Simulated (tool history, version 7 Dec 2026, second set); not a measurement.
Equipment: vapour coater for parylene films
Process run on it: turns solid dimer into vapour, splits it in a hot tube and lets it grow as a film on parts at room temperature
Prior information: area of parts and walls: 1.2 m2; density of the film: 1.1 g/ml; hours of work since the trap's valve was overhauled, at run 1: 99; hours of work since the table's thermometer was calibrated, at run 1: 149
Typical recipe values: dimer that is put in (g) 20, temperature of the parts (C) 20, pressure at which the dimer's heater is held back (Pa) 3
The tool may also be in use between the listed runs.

| run | hour | dimer that is put in (g) | temperature of the parts (C) | pressure at which the dimer's heater is held back (Pa) | hours of work since the trap's valve was overhauled | hours of work since the table's thermometer was calibrated | thickness of the film (nm) |
|---|---|---|---|---|---|---|---|
| 1 | 0 | 20 | 20 | 3 | 99 | 149 | 12710 |
| 2 | 81.4 | 20 | 20 | 3 | 136 | 186 | 12810 |
| 3 | 131.2 | 20 | 20 | 3 | 159 | 209 | 12970 |
| 4 | 171.8 | 20 | 20 | 3 | 178 | 228 | 12790 |
|  | 230 | trap's valve overhauled |
| 5 | 243.9 | 20 | 20 | 3 | 6 | 259 | 12780 |
| 6 | 296 | 20 | 20 | 3 | 30 | 283 | 12680 |
| 7 | 376.7 | 20 | 20 | 3 | 67 | 320 | 12870 |
| 8 | 425.7 | 20 | 20 | 3 | 90 | 343 | 12850 |
| 9 | 505.2 | 20 | 20 | 3 | 126 | 379 | 12750 |
| 10 | 592.6 | 15 | 29 | 4.83 | 167 | 419 | 5620 |
| 11 | 638.3 | 20 | 12 | 7.67 | 188 | 440 | 14780 |
|  | 673.8 | trap's valve overhauled |
| 12 | 711.6 | 20 | 14 | 3.92 | 17 | 472 | 14690 |
| 13 | 749.8 | 20 | 14 | 3.92 | 35 | 490 | 14880 |
| 14 | 798.7 | 13 | 14 | 3.92 | 57 | 512 | 9570 |
| 15 | 846.1 | 8 | 20 | 3.47 | 79 | 534 | 5050 |
| 16 | 911.9 | 20 | 23 | 3 | 109 | 564 | 11070 |
| 17 | 981.6 | 10 | 20 | 5.47 | 141 | 596 | 5470 |

Consider 3 possible next runs. They are alternatives, not a sequence: every one starts from the tool as it was left by run 17. What does each give?
| A | 1065.7 | 13 | 20 | 7.96 | 180 | 635 | ? |
| B | 1065.7 | 10 | 20 | 3.23 | 180 | 635 | ? |
| C | 1065.7 | 10 | 20 | 3 | 180 | 635 | ? |

| run | thickness of the film (nm) |
|---|---|
| A | 6640 |
| B | 6180 |
| C | 6380 |
Take away the tool's hidden state, keep each run's random variation, and the runs would have read:
| run | thickness of the film (nm) |
|---|---|
| A | 6660 |
| B | 6200 |
| C | 6400 |
